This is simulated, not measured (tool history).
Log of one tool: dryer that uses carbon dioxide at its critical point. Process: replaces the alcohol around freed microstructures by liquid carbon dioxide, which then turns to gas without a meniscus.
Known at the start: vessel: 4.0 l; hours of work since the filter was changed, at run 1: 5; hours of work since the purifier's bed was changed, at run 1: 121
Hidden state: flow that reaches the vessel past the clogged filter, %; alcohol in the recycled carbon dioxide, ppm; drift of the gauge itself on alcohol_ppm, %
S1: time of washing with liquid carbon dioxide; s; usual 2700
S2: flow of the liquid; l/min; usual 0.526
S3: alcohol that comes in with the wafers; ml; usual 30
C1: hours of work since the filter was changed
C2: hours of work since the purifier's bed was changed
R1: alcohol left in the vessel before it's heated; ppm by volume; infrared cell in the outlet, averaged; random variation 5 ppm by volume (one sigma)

run   hour    S1     S2   S3   C1   C2   R1
  1      0  2700  0.526   30    5  121   59
  2   13.1  2700  0.526   30   13  129   57
  3   26.8  2700  0.526   30   20  136   74
  4   33.1  2700  0.526   30   24  140   72
  5   47.5  2700  0.526   30   32  148   68
  6   59.5  2700  0.526   30   39  155   72
  7   68.9  2700  0.526   30   44  160   66
  8   81.6  2700  0.526   30   52  168   76
  9   88.3  2700  0.526   30   55  171   76
 10  101.7  4200   0.67   26   63  179   43
 11  108.1  2700    0.5   81   67  183  167
 12  120.2  2700   0.41  102   74  190  449
 13  134.3  3300  0.829   60   82  198   37
 14  144.1  2460  0.459   69   87  203  302
 15  157.8  2460  0.508   47   95  211  156
 16    170  2520  0.479   69  102  218  250
 17  180.3  2880  0.526   64  108  224  100
 18    193  2700  0.356  113  115  231  922

Measured less the same run without the tool's hidden state. The same run-to-run variation is in both; the gauge's scatter may not be:
run    R1
  1   +28
  2   +31
  3   +33
  4   +34
  5   +36
  6   +38
  7   +39
  8   +40
  9   +42
 10   +40
 11   +55
 12   +88
 13   +37
 14   +78
 15   +64
 16   +80
 17   +60
 18  +172
